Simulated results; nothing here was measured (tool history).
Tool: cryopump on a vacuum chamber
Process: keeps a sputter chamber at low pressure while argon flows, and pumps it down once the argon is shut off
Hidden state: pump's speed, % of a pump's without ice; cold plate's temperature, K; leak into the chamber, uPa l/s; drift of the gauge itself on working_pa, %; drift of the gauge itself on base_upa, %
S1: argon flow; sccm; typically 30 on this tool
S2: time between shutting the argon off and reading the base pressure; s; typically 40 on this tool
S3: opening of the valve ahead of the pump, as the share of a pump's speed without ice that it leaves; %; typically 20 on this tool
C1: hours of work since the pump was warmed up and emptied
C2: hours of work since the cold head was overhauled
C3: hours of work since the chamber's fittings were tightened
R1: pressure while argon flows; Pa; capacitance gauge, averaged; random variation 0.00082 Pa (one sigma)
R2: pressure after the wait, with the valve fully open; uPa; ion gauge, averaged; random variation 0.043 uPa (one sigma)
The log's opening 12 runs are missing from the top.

| run | hour | S1 | S2 | S3 | C1 | C2 | C3 | R1 | R2 |
|---|---|---|---|---|---|---|---|---|---|
| 13 | 702.8 | 30 | 208 | 20 | 487 | 2267 | 370 | 0.1718 | 1.01 |
| 14 | 776.3 | 30 | 40 | 20 | 547 | 2326 | 430 | 0.1736 | 2.86 |
|  | 808.4 | pump warmed up, emptied and cooled again |
| 15 | 866.9 | 33 | 40 | 20 | 47 | 2395 | 499 | 0.1822 | 2.83 |
| 16 | 916.5 | 33 | 40 | 20 | 87 | 2435 | 539 | 0.1832 | 2.78 |
| 17 | 1003.5 | 33 | 40 | 20 | 157 | 2505 | 609 | 0.1825 | 2.93 |
| 18 | 1090.6 | 33 | 40 | 20 | 227 | 2575 | 679 | 0.1841 | 2.87 |
| 19 | 1170.3 | 33 | 40 | 20 | 292 | 2640 | 743 | 0.1853 | 3.07 |
| 20 | 1250.3 | 33 | 40 | 20 | 356 | 2704 | 808 | 0.1867 | 3.02 |
| 21 | 1313.6 | 24 | 40 | 30 | 407 | 2755 | 859 | 0.0936 | 3.11 |
| 22 | 1355.1 | 24 | 40 | 30 | 441 | 2789 | 892 | 0.0943 | 3.16 |
| 23 | 1401.8 | 50 | 40 | 44 | 478 | 2826 | 930 | 0.1409 | 3.17 |
| 24 | 1473.0 | 20 | 56 | 16 | 536 | 2884 | 987 | 0.1439 | 2.58 |
| 25 | 1511.3 | 20 | 56 | 16 | 567 | 2914 | 1018 | 0.1432 | 2.61 |
|  | 1520.9 | pump warmed up, emptied and cooled again |
| 26 | 1574.4 | 15 | 150 | 22 | 43 | 2961 | 1065 | 0.0752 | 1.38 |
| 27 | 1643.7 | 20 | 247 | 52 | 99 | 3017 | 1121 | 0.0429 | 1.17 |
| 28 | 1713.8 | 20 | 247 | 52 | 155 | 3074 | 1177 | 0.0445 | 1.21 |
| 29 | 1782.8 | 20 | 247 | 52 | 211 | 3129 | 1233 | 0.0442 | 1.27 |
| 30 | 1833.5 | 20 | 247 | 52 | 252 | 3170 | 1274 | 0.0448 | 1.32 |
| 31 | 1896.7 | 20 | 247 | 52 | 303 | 3221 | 1325 | 0.0464 | 1.40 |
| 32 | 1956.3 | 20 | 247 | 52 | 351 | 3269 | 1373 | 0.0464 | 1.42 |
| 33 | 2027.3 | 30 | 40 | 39 | 408 | 3326 | 1430 | 0.0913 | 3.32 |
| 34 | 2116.6 | 30 | 40 | 39 | 480 | 3398 | 1502 | 0.0915 | 3.48 |

What if the next run were any one of these 3? Each begins from the tool's condition after run 34:
| A | 2163.8 | 34 | 42 | 30 | 518 | 3436 | 1540 | ? | ? |
| B | 2163.8 | 29 | 40 | 39 | 518 | 3436 | 1540 | ? | ? |
| C | 2163.8 | 30 | 40 | 32 | 518 | 3436 | 1540 | ? | ? |

| run | R1 | R2 |
|---|---|---|
| A | 0.1350 | 3.47 |
| B | 0.0914 | 3.60 |
| C | 0.1126 | 3.49 |
Had the tool no hidden state, the same runs would have come out as:
| run | R1 | R2 |
|---|---|---|
| A | 0.1235 | 2.43 |
| B | 0.0815 | 2.56 |
| C | 0.1024 | 2.48 |
